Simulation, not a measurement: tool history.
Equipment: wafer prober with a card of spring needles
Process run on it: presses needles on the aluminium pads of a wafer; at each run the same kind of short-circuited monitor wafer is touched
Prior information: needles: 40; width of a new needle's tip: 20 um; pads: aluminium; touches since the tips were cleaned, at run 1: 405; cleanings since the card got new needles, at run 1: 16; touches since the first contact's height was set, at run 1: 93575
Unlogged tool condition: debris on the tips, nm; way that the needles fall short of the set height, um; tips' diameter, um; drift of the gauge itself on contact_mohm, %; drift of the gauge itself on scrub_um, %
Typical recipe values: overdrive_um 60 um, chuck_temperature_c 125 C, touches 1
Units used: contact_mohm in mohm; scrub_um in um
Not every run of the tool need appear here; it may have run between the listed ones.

run   hour  overdrive_um  chuck_temperature_c  touches  touches since the tips were cleaned  cleanings since the card got new needles  touches since the first contact's height was set  contact_mohm  scrub_um
  1      0            60                  125        1                                  405                                        16                                             93575           241     7.961
      15.2  -- tips cleaned on abrasive film
  2   22.1            60                  125        1                                 2234                                        17                                            100700           313     7.961
      33.2  -- tips cleaned on abrasive film
      48.8  -- tips cleaned on abrasive film
  3   53.5            60                  125        1                                 1532                                        19                                            110804           296     7.932
      64.6  -- tips cleaned on abrasive film
  4   74.5            60                  125        1                                 3206                                        20                                            117564           331     7.929
      81.8  -- tips cleaned on abrasive film
      97.4  -- tips cleaned on abrasive film
  5  103.4            60                  125        1                                 1935                                        22                                            126847           306     7.925
     113.6  -- tips cleaned on abrasive film
     131.3  -- tips cleaned on abrasive film
  6  131.3            60                  125        1                                    0                                        24                                            135798           217     7.907
     148.4  -- tips cleaned on abrasive film
  7  150.7            60                  125        1                                  738                                        25                                            142047           261     7.896
     164.3  -- tips cleaned on abrasive film
     181.2  -- tips cleaned on abrasive film
  8  182.5            60                  125        1                                  410                                        27                                            152280           236      7.91
       197  -- tips cleaned on abrasive film
  9    197            60                  125        1                                    0                                        28                                            156950           222     7.894
     212.2  -- height of the first contact set anew
     214.6  -- tips cleaned on abrasive film
 10  215.3            60                  125        1                                  209                                        29                                               981           230     8.071
     230.6  -- tips cleaned on abrasive film
 11  237.5            60                  125        1                                 2245                                        30                                              8134           307     8.053
     247.2  -- tips cleaned on abrasive film
     264.3  -- tips cleaned on abrasive film
 12  269.7            60                  125        1                                 1747                                        32                                             18479           300     8.041
     280.4  -- tips cleaned on abrasive film
 13  292.4            60                  125        1                                 3879                                        33                                             25800           353     8.025
     297.8  -- tips cleaned on abrasive film
 14  311.2            60                  125        1                                 4345                                        34                                             31877           343     8.016
     314.1  -- tips cleaned on abrasive film
       330  -- tips cleaned on abrasive film
 15  339.5            60                   37        1                                 3072                                        36                                             40946           338     8.013
     347.1  -- tips cleaned on abrasive film
     364.2  -- tips cleaned on abrasive film
 16  371.4            65                  125        1                                 2339                                        38                                             51228           294      8.67
     380.4  -- tips cleaned on abrasive film
 17  386.3            51                  110        3                                 1907                                        39                                             56018           255     6.779
       397  -- tips cleaned on abrasive film
 18  406.5            73                   26        2                                 3085                                        40                                             62519           246     9.706
     412.9  -- tips cleaned on abrasive film
     431.4  -- tips cleaned on abrasive film
 19  432.8            56                   26        2                                  455                                        42                                             70956           216     7.437
     448.5  -- tips cleaned on abrasive film
     465.2  -- tips cleaned on abrasive film
 20  465.2            56                   26        1                                    0                                        44                                             81392           195     7.438
     481.6  -- tips cleaned on abrasive film
 21  481.6            63                   58        1                                    0                                        45                                             86645           201     8.368
     498.6  -- tips cleaned on abrasive film
 22  504.6            59                   58        1                                 1947                                        46                                             94086           296     7.826
     515.8  -- tips cleaned on abrasive film
 23  520.5            59                   58        1                                 1523                                        47                                             99181           292     7.829
     531.9  -- tips cleaned on abrasive film
     549.6  -- tips cleaned on abrasive film
 24  553.7            59                   58        1                                 1321                                        49                                            109874           297     7.789
     566.5  -- tips cleaned on abrasive film
     582.3  -- tips cleaned on abrasive film
 25  586.5            62                  103        2                                 1370                                        51                                            120416           249       8.2
     598.1  -- tips cleaned on abrasive film
 26  604.5            55                  103        1                                 2078                                        52                                            126216           337      7.25
     615.1  -- tips cleaned on abrasive film
 27  626.9            55                  103        1                                 3814                                        53                                            133423           370     7.254
     632.3  -- tips cleaned on abrasive film
 28  646.7            55                  103        1                                 4669                                        54                                            139806           391     7.251
     648.4  -- tips cleaned on abrasive film
     666.8  -- tips cleaned on abrasive film
 29  673.5            80                  125        1                                 2168                                        56                                            148424           266    10.581
     683.2  -- tips cleaned on abrasive film
 30  698.4            54                   93        1                                 4938                                        57                                            156454           407     7.092
     700.4  -- tips cleaned on abrasive film
     714.8  -- height of the first contact set anew
     716.8  -- tips cleaned on abrasive film
 31    720            49                   34        1                                 1010                                        59                                              1639           292     6.551
       733  -- tips cleaned on abrasive film
 32  740.6            49                   34        1                                 2456                                        60                                              8282           366     6.571

The same runs without the tool's hidden state, with the same run-to-run variation:
run  contact_mohm  scrub_um
  1           207     8.052
  2           204     8.059
  3           206     8.042
  4           203     8.044
  5           208     8.049
  6           206     8.043
  7           204     8.036
  8           201     8.062
  9           208     8.054
 10           206     8.075
 11           203     8.064
 12           205     8.065
 13           209     8.054
 14           204     8.051
 15           187     8.059
 16           201     8.726
 17           204      6.84
 18           182     9.772
 19           186     7.511
 20           185     7.522
 21           189     8.457
 22           192     7.921
 23           193     7.928
 24           191     7.902
 25           200     8.323
 26           202      7.38
 27           202     7.388
 28           201     7.391
 29           202    10.734
 30           203      7.25
 31           189     6.556
 32           187     6.581
